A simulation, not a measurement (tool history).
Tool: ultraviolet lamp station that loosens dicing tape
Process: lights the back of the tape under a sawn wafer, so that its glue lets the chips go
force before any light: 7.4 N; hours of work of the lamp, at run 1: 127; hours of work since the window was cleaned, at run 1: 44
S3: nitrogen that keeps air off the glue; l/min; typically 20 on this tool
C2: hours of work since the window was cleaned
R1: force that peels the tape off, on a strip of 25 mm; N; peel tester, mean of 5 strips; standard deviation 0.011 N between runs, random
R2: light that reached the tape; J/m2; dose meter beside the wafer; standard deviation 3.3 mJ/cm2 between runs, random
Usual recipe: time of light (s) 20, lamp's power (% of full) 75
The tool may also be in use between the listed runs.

Run 1, day 0: usual settings; hours of work of the lamp 127; C2 44. Result: R1 0.554 N, R2 4940 J/m2.
Run 2, day 0.533: usual settings; hours of work of the lamp 134; C2 52. Result: R1 0.539 N, R2 4870 J/m2.
Run 3, day 0.838: usual settings; hours of work of the lamp 138; C2 56. Result: R1 0.58 N, R2 4840 J/m2.
Run 4, day 1.275: usual settings; hours of work of the lamp 145; C2 62. Result: R1 0.589 N, R2 4870 J/m2.
Run 5, day 1.567: usual settings but time of light (s) 16; hours of work of the lamp 149; C2 66. Result: R1 0.899 N, R2 3880 J/m2.
Run 6, day 2.029: usual settings but time of light (s) 16; hours of work of the lamp 155; C2 73. Result: R1 0.906 N, R2 3860 J/m2.
Run 7, day 2.575: usual settings; hours of work of the lamp 163; C2 80. Result: R1 0.585 N, R2 4790 J/m2.
Run 8, day 3.204: usual settings; hours of work of the lamp 171; C2 89. Result: R1 0.594 N, R2 4760 J/m2.
Run 9, day 3.904: usual settings; hours of work of the lamp 181; C2 99. Result: R1 0.621 N, R2 4690 J/m2.
Run 10, day 4.371: usual settings but time of light (s) 35, lamp's power (% of full) 76, S3 29 l/min; hours of work of the lamp 188; C2 105. Result: R1 0.144 N, R2 8360 J/m2.
Run 11, day 5.012: usual settings but lamp's power (% of full) 66; hours of work of the lamp 197; C2 114. Result: R1 0.815 N, R2 4140 J/m2.
Run 12, day 5.496: usual settings but time of light (s) 14, lamp's power (% of full) 73, S3 22 l/min; hours of work of the lamp 203; C2 121. Result: R1 1.266 N, R2 3180 J/m2.
Run 13, day 5.946: usual settings but time of light (s) 14, lamp's power (% of full) 68, S3 15 l/min; hours of work of the lamp 210; C2 127. Result: R1 1.776 N, R2 2950 J/m2.
Run 14, day 6.304: usual settings but time of light (s) 10, lamp's power (% of full) 84, S3 13 l/min; hours of work of the lamp 215; C2 132. Result: R1 2.187 N, R2 2580 J/m2.
Run 15, day 6.892: usual settings but time of light (s) 10, lamp's power (% of full) 74, S3 18 l/min; hours of work of the lamp 223; C2 141. Result: R1 2.185 N, R2 2220 J/m2.
Run 16, day 7.321: usual settings but time of light (s) 24, S3 9 l/min; hours of work of the lamp 229; C2 147. Result: R1 0.84 N, R2 5500 J/m2.

Consider 5 possible next runs. They are alternatives, not a sequence: every one starts from the tool as it was left by run 16. What does each give?
Run A, day 7.812: usual settings but time of light (s) 13, lamp's power (% of full) 78, S3 35 l/min; hours of work of the lamp 236; C2 153. Result: R1 ?, R2 ?.
Run B, day 7.812: usual settings but time of light (s) 39, S3 33 l/min; hours of work of the lamp 236; C2 153. Result: R1 ?, R2 ?.
Run C, day 7.812: usual settings but time of light (s) 37; hours of work of the lamp 236; C2 153. Result: R1 ?, R2 ?.
Run D, day 7.812: usual settings but time of light (s) 24, S3 7 l/min; hours of work of the lamp 236; C2 153. Result: R1 ?, R2 ?.
Run E, day 7.812: usual settings but time of light (s) 13, S3 9 l/min; hours of work of the lamp 236; C2 153. Result: R1 ?, R2 ?.

run     R1    R2
  A  1.006  3030
  B  0.131  8780
  C  0.178  8390
  D  1.027  5520
  E  2.285  2950
Take away the tool's hidden state, keep each run's random variation, and the runs would have read:
run     R1     R2
  A  0.755   3520
  B  0.119  10170
  C  0.147   9720
  D  0.771   6400
  E  1.901   3420
